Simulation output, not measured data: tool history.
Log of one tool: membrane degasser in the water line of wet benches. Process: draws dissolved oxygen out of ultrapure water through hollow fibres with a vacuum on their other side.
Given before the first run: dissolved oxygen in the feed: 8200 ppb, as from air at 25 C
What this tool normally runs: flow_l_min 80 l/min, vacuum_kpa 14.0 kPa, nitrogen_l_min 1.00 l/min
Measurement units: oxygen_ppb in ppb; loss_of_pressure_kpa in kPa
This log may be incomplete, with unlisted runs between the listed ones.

Run 1, hour 0.0: usual settings. Result: oxygen_ppb 1282.3 ppb, loss_of_pressure_kpa 46.70 kPa.
Run 2, hour 98.4: usual settings. Result: oxygen_ppb 1284.3 ppb, loss_of_pressure_kpa 46.93 kPa.
Run 3, hour 220.1: usual settings but nitrogen_l_min 0.44 l/min. Result: oxygen_ppb 2000.2 ppb, loss_of_pressure_kpa 46.17 kPa.
Run 4, hour 339.9: usual settings but nitrogen_l_min 0.44 l/min. Result: oxygen_ppb 1995.3 ppb, loss_of_pressure_kpa 46.82 kPa.
Run 5, hour 450.7: usual settings but nitrogen_l_min 0.44 l/min. Result: oxygen_ppb 1996.9 ppb, loss_of_pressure_kpa 46.64 kPa.
Run 6, hour 571.1: usual settings but nitrogen_l_min 0.44 l/min. Result: oxygen_ppb 1999.0 ppb, loss_of_pressure_kpa 47.14 kPa.
Run 7, hour 673.5: usual settings but nitrogen_l_min 0.44 l/min. Result: oxygen_ppb 1998.4 ppb, loss_of_pressure_kpa 46.81 kPa.
Run 8, hour 790.2: usual settings but flow_l_min 60 l/min, vacuum_kpa 9.4 kPa. Result: oxygen_ppb 639.8 ppb, loss_of_pressure_kpa 34.99 kPa.
Run 9, hour 907.2: usual settings but flow_l_min 75 l/min, vacuum_kpa 10.2 kPa, nitrogen_l_min 0.55 l/min. Result: oxygen_ppb 1180.5 ppb, loss_of_pressure_kpa 44.02 kPa.
Run 10, hour 971.7: usual settings but vacuum_kpa 15.7 kPa. Result: oxygen_ppb 1462.4 ppb, loss_of_pressure_kpa 46.88 kPa.
Run 11, hour 1068.4: usual settings but nitrogen_l_min 0.57 l/min. Result: oxygen_ppb 1761.5 ppb, loss_of_pressure_kpa 46.54 kPa.
Run 12, hour 1151.1: usual settings but nitrogen_l_min 0.57 l/min. Result: oxygen_ppb 1763.9 ppb, loss_of_pressure_kpa 46.74 kPa.
Run 13, hour 1230.8: usual settings but nitrogen_l_min 0.57 l/min. Result: oxygen_ppb 1763.6 ppb, loss_of_pressure_kpa 46.91 kPa.

Below are 3 alternative next runs, each starting from the tool's condition after run 13. Predict each:
Run A, hour 1314.9: usual settings but flow_l_min 101 l/min, vacuum_kpa 9.8 kPa, nitrogen_l_min 0.46 l/min. Result: oxygen_ppb ?, loss_of_pressure_kpa ?.
Run B, hour 1314.9: usual settings but nitrogen_l_min 1.69 l/min. Result: oxygen_ppb ?, loss_of_pressure_kpa ?.
Run C, hour 1314.9: usual settings but flow_l_min 78 l/min, nitrogen_l_min 0.57 l/min. Result: oxygen_ppb ?, loss_of_pressure_kpa ?.

run  oxygen_ppb  loss_of_pressure_kpa
  A      1407.3                 59.01
  B       903.8                 46.68
  C      1739.6                 45.44
Had the tool no hidden state, the same runs would have come out as:
run  oxygen_ppb  loss_of_pressure_kpa
  A      1407.1                 58.99
  B       903.7                 46.67
  C      1739.4                 45.43

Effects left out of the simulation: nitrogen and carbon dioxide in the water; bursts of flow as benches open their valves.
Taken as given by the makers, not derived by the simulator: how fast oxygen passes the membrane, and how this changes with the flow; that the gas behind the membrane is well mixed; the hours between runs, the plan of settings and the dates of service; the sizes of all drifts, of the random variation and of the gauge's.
